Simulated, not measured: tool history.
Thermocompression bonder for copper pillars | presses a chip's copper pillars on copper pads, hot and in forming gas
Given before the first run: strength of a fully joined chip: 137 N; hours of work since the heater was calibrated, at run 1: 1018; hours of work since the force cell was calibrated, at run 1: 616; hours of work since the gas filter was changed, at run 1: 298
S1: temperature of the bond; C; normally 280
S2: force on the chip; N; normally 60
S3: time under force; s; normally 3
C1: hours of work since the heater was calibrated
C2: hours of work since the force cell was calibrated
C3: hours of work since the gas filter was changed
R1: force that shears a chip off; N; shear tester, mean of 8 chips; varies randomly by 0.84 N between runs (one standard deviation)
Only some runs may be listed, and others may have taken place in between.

run	hour	S1	S2	S3	C1	C2	C3	R1
1	0.0	280	60	3	1018	616	298	57.8
# hour 45.4: forming gas filter changed
2	88.2	280	60	3	1082	680	31	59.1
3	178.7	280	60	3	1148	746	97	57.3
4	263.5	280	61	3	1210	808	159	56.6
5	363.4	280	61	3	1282	880	231	56.2
# hour 425.4: heater calibrated with a thermocouple chip
6	438.0	280	61	3	9	933	284	62.9
# hour 500.3: forming gas filter changed
7	527.5	280	61	3	74	998	20	64.5
8	603.5	280	85	3	129	1053	75	83.8
9	705.0	280	60	5	203	1127	149	73.6
10	786.8	280	60	3	263	1187	208	60.8
11	887.5	280	60	3	336	1260	282	59.2
# hour 957.7: forming gas filter changed
12	981.3	280	60	3	404	1328	17	59.9
13	1085.2	280	60	4	479	1404	93	65.9
14	1132.6	280	77	2	514	1438	127	64.9
15	1186.8	280	58	2	553	1477	167	48.8
# hour 1252.2: force cell calibrated
16	1268.9	280	54	2	612	12	225	46.9
17	1359.8	280	54	2	678	78	291	45.0
# hour 1414.6: forming gas filter changed
18	1428.6	280	76	3	728	128	10	75.5
19	1498.8	273	39	2	779	179	61	28.3
20	1545.3	270	37	3	813	213	95	30.0
21	1592.9	279	62	2	847	248	130	50.6
22	1664.1	306	60	6	899	299	182	98.4
23	1740.7	252	60	2	955	355	237	30.1
24	1826.2	304	39	3	1017	417	300	53.5
# hour 1867.6: forming gas filter changed
25	1922.1	304	39	6	1087	487	40	69.0
26	2022.9	304	39	6	1160	560	113	67.6

5 ways to go on from here, each from the tool as it stands after run 26. What would each give?
A	2073.1	304	39	3	1196	597	150	?
B	2073.1	298	76	6	1196	597	150	?
C	2073.1	266	39	4	1196	597	150	?
D	2073.1	273	61	2	1196	597	150	?
E	2073.1	280	71	4	1196	597	150	?

run	R1
A	52.0
B	104.6
C	31.2
D	41.9
E	73.7
Without the tool's unlogged condition, the same runs would have read:
run	R1
A	61.7
B	115.3
C	38.7
D	51.0
E	85.8

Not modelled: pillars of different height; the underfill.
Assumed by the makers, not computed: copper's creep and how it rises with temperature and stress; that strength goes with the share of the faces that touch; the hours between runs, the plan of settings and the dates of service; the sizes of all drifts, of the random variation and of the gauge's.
